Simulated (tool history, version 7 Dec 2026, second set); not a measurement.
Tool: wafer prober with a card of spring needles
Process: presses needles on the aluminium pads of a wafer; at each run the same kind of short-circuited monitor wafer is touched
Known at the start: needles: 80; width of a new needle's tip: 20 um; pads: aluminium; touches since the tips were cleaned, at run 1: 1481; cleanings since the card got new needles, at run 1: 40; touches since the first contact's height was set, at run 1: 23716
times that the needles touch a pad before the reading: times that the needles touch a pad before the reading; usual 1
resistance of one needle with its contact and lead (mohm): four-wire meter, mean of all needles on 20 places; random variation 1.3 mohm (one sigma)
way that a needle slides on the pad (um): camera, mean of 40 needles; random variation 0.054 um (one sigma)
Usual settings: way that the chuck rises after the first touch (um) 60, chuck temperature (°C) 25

| run | hour | way that the chuck rises after the first touch (um) | chuck temperature (°C) | times that the needles touch a pad before the reading | touches since the tips were cleaned | cleanings since the card got new needles | touches since the first contact's height was set | resistance of one needle with its contact and lead (mohm) | way that a needle slides on the pad (um) |
|---|---|---|---|---|---|---|---|---|---|
| 1 | 0.0 | 60 | 25 | 1 | 1481 | 40 | 23716 | 139 | 13.20 |
|  | 13.5 | tips cleaned on abrasive film |
| 2 | 16.8 | 60 | 25 | 1 | 1027 | 41 | 28986 | 137 | 13.28 |
| 3 | 29.0 | 60 | 25 | 1 | 4892 | 41 | 32851 | 191 | 13.20 |
|  | 30.6 | tips cleaned on abrasive film |
| 4 | 41.5 | 60 | 25 | 1 | 3451 | 42 | 36775 | 173 | 13.15 |
|  | 47.4 | tips cleaned on abrasive film |
| 5 | 58.5 | 60 | 49 | 1 | 3516 | 43 | 42150 | 176 | 13.16 |
|  | 64.3 | tips cleaned on abrasive film |
|  | 82.1 | tips cleaned on abrasive film |
| 6 | 83.2 | 60 | 25 | 1 | 338 | 45 | 49891 | 121 | 13.10 |
|  | 98.9 | tips cleaned on abrasive film |
| 7 | 103.6 | 60 | 25 | 2 | 1502 | 46 | 56329 | 133 | 13.00 |
|  | 114.8 | tips cleaned on abrasive film |
| 8 | 119.7 | 60 | 25 | 2 | 1547 | 47 | 61371 | 137 | 12.98 |
|  | 131.8 | tips cleaned on abrasive film |
| 9 | 143.1 | 60 | 44 | 2 | 3578 | 48 | 68749 | 153 | 13.09 |
|  | 148.2 | tips cleaned on abrasive film |
| 10 | 160.8 | 60 | 44 | 2 | 3971 | 49 | 74309 | 154 | 13.08 |
|  | 165.8 | tips cleaned on abrasive film |
| 11 | 177.7 | 60 | 44 | 2 | 3778 | 50 | 79653 | 156 | 12.98 |
|  | 183.1 | tips cleaned on abrasive film |
| 12 | 197.4 | 60 | 44 | 2 | 4541 | 51 | 85843 | 154 | 12.93 |
|  | 199.5 | tips cleaned on abrasive film |
| 13 | 209.4 | 60 | 54 | 3 | 3156 | 52 | 89615 | 138 | 12.97 |
|  | 215.5 | tips cleaned on abrasive film |
|  | 231.3 | tips cleaned on abrasive film |
| 14 | 231.3 | 44 | 54 | 1 | 0 | 54 | 96462 | 134 | 9.33 |
|  | 247.6 | tips cleaned on abrasive film |
| 15 | 247.6 | 55 | 36 | 2 | 0 | 55 | 101601 | 118 | 11.72 |
|  | 264.5 | tips cleaned on abrasive film |
| 16 | 269.0 | 47 | 25 | 1 | 1436 | 56 | 108341 | 169 | 10.00 |
|  | 280.2 | tips cleaned on abrasive film |
| 17 | 289.8 | 47 | 25 | 1 | 3018 | 57 | 114881 | 211 | 9.96 |
|  | 296.6 | tips cleaned on abrasive film |
|  | 312.5 | tips cleaned on abrasive film |
| 18 | 317.7 | 78 | 25 | 1 | 1642 | 59 | 123647 | 133 | 16.84 |

Hidden state or all else? Some run-to-run changes of resistance of one needle with its contact and lead (mohm), split into what the settings, what came in and random variation would give without the hidden state, and what is left for the hidden state (with any gauge scatter that isn't in both results):
The hidden state here: debris on the tips, nm; way that the needles fall short of the set height, um; tips' diameter, um; drift of the gauge itself on contact_mohm, %; drift of the gauge itself on scrub_um, %.
Run 17 -> 18: way that the chuck rises after the first touch (um) 47 -> 78, tips cleaned on abrasive film, tips cleaned on abrasive film. resistance of one needle with its contact and lead (mohm) -78: hidden state -73, all else -5.

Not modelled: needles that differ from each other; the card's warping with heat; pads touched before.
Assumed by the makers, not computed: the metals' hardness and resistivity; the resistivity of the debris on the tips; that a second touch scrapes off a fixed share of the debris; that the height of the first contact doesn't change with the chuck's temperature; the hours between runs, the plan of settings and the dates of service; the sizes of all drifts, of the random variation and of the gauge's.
